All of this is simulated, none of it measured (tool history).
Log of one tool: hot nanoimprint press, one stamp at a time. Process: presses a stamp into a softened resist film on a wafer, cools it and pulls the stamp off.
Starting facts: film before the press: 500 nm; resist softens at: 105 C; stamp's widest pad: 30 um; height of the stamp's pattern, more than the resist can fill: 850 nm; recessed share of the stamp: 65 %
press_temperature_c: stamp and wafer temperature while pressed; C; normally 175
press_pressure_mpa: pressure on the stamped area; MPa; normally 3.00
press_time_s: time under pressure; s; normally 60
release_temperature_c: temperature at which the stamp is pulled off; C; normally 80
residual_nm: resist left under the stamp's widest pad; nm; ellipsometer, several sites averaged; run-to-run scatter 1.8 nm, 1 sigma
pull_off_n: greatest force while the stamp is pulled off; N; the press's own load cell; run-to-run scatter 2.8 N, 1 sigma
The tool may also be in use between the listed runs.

| run | hour | press_temperature_c | press_pressure_mpa | press_time_s | release_temperature_c | residual_nm | pull_off_n |
|---|---|---|---|---|---|---|---|
| 1 | 0.0 | 175 | 3.00 | 60 | 80 | 281.3 | 246 |
|  | 24.7 | stamp cleaned and given a new release coat |
| 2 | 59.8 | 180 | 3.00 | 60 | 80 | 239.2 | 132 |
| 3 | 91.2 | 180 | 3.00 | 60 | 80 | 239.0 | 135 |
| 4 | 140.6 | 180 | 3.00 | 60 | 80 | 235.0 | 149 |
| 5 | 187.5 | 175 | 3.00 | 60 | 80 | 280.3 | 150 |
| 6 | 238.9 | 175 | 3.00 | 60 | 80 | 275.4 | 160 |
| 7 | 275.3 | 175 | 3.00 | 60 | 80 | 275.8 | 165 |
| 8 | 303.1 | 173 | 1.81 | 60 | 80 | 354.5 | 171 |
| 9 | 336.9 | 173 | 1.81 | 60 | 80 | 356.4 | 170 |
| 10 | 383.8 | 175 | 3.00 | 30 | 80 | 337.8 | 179 |
| 11 | 423.5 | 172 | 3.00 | 66 | 80 | 294.9 | 198 |
| 12 | 465.5 | 172 | 3.00 | 51 | 82 | 316.0 | 189 |
|  | 486.4 | plate thermocouple calibrated |
| 13 | 521.1 | 172 | 3.00 | 51 | 65 | 336.5 | 266 |
| 14 | 548.0 | 175 | 4.51 | 60 | 85 | 246.0 | 201 |

3 options for the next run, each taken on its own from the tool as it stands now. Forecast them:
| A | 599.9 | 175 | 3.08 | 60 | 75 | ? | ? |
| B | 599.9 | 175 | 3.69 | 60 | 88 | ? | ? |
| C | 599.9 | 180 | 4.51 | 60 | 85 | ? | ? |

| run | residual_nm | pull_off_n |
|---|---|---|
| A | 291.5 | 244 |
| B | 268.2 | 197 |
| C | 206.5 | 211 |
Stripped of hidden state, with their random variation kept, the same runs would have yielded:
| run | residual_nm | pull_off_n |
|---|---|---|
| A | 285.8 | 137 |
| B | 261.5 | 110 |
| C | 199.3 | 118 |
